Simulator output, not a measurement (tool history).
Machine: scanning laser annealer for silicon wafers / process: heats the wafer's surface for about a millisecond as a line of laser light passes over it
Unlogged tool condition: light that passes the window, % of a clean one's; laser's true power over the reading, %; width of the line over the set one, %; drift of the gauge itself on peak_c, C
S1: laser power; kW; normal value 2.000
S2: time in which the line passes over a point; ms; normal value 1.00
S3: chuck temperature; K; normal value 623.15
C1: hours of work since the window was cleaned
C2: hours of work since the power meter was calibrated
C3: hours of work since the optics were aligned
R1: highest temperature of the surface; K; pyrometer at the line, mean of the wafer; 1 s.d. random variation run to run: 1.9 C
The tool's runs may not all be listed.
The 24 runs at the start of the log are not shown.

run	hour	S1	S2	S3	C1	C2	C3	R1
25	258.4	1.951	0.74	593.15	419	529	133	1225.15
26	268.2	2.133	1.00	629.15	426	535	140	1447.15
27	276.4	2.092	1.00	623.15	431	540	145	1422.15
28	288.7	1.846	1.08	621.15	439	548	153	1328.15
29	301.4	1.846	1.08	621.15	447	556	161	1330.15
30	308.2	1.846	1.08	621.15	451	561	165	1328.15
31	316.3	1.846	1.08	621.15	456	566	170	1328.15
32	329.1	1.972	0.81	648.15	465	574	179	1316.15
33	343.6	1.972	0.81	648.15	474	584	188	1316.15
34	350.0	1.935	1.00	623.15	478	588	192	1345.15
35	356.2	1.864	1.00	598.15	482	592	196	1286.15
36	367.8	1.723	1.22	647.15	489	599	203	1334.15
37	378.9	2.014	1.05	594.15	496	606	210	1370.15
38	385.5	2.000	0.95	600.15	501	610	215	1334.15
39	394.7	2.000	0.95	600.15	507	616	221	1332.15
40	403.8	2.000	0.95	600.15	512	622	226	1330.15

Branching from run 40: 5 alternative next runs. What would each branch give?
A	411.9	1.740	0.83	623.15	518	627	232	?
B	411.9	2.000	0.95	612.15	518	627	232	?
C	411.9	2.000	0.80	640.15	518	627	232	?
D	411.9	2.000	0.95	588.15	518	627	232	?
E	411.9	2.000	1.21	654.15	518	627	232	?

run	R1
A	1198.15
B	1344.15
C	1310.15
D	1318.15
E	1475.15
Without the tool's hidden state the same runs would have given:
run	R1
A	1220.15
B	1372.15
C	1336.15
D	1346.15
E	1506.15
